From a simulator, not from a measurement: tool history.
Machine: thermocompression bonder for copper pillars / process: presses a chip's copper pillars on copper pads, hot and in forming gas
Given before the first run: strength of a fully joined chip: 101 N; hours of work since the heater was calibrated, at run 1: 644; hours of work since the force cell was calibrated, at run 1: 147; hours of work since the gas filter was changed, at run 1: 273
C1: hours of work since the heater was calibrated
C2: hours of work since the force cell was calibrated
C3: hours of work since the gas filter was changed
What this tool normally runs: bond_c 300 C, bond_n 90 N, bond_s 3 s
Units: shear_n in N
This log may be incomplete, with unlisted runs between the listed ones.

run 1 day=0 | bond_c=300 bond_n=90 bond_s=3 | C1=644 C2=147 C3=273 | shear_n=57.1
run 2 day=2.717 | bond_c=300 bond_n=90 bond_s=5 | C1=694 C2=196 C3=323 | shear_n=65.3
-- day=4.583 forming gas filter changed
run 3 day=5.312 | bond_c=300 bond_n=90 bond_s=5 | C1=741 C2=243 C3=13 | shear_n=71.5
run 4 day=7.346 | bond_c=300 bond_n=90 bond_s=3 | C1=778 C2=281 C3=51 | shear_n=59.7
run 5 day=10.025 | bond_c=284 bond_n=90 bond_s=3 | C1=827 C2=330 C3=100 | shear_n=49.6
run 6 day=11.4 | bond_c=284 bond_n=90 bond_s=2 | C1=852 C2=355 C3=125 | shear_n=43.8
run 7 day=13.517 | bond_c=284 bond_n=90 bond_s=2 | C1=891 C2=394 C3=164 | shear_n=41.6
run 8 day=15.154 | bond_c=284 bond_n=90 bond_s=2 | C1=921 C2=423 C3=193 | shear_n=42.3
run 9 day=17.1 | bond_c=282 bond_n=121 bond_s=2 | C1=956 C2=459 C3=229 | shear_n=54
run 10 day=19.817 | bond_c=282 bond_n=121 bond_s=2 | C1=1006 C2=509 C3=279 | shear_n=54
run 11 day=21.383 | bond_c=282 bond_n=121 bond_s=5 | C1=1035 C2=538 C3=307 | shear_n=67.7
run 12 day=22.8 | bond_c=282 bond_n=121 bond_s=2 | C1=1061 C2=563 C3=333 | shear_n=51.3
-- day=24.208 forming gas filter changed
run 13 day=24.608 | bond_c=282 bond_n=105 bond_s=3 | C1=1093 C2=596 C3=7 | shear_n=56.4
run 14 day=26.475 | bond_c=282 bond_n=105 bond_s=4 | C1=1127 C2=630 C3=41 | shear_n=60.9

Expected results for the next run?
run 15 day=27.85 | bond_c=282 bond_n=105 bond_s=4 | C1=1153 C2=655 C3=67 | shear_n=?

{"run 15": {"shear_n": 60.6}}
With the hidden condition absent and the run-to-run variation left alone, this run would have shown shear_n 66.8 N.
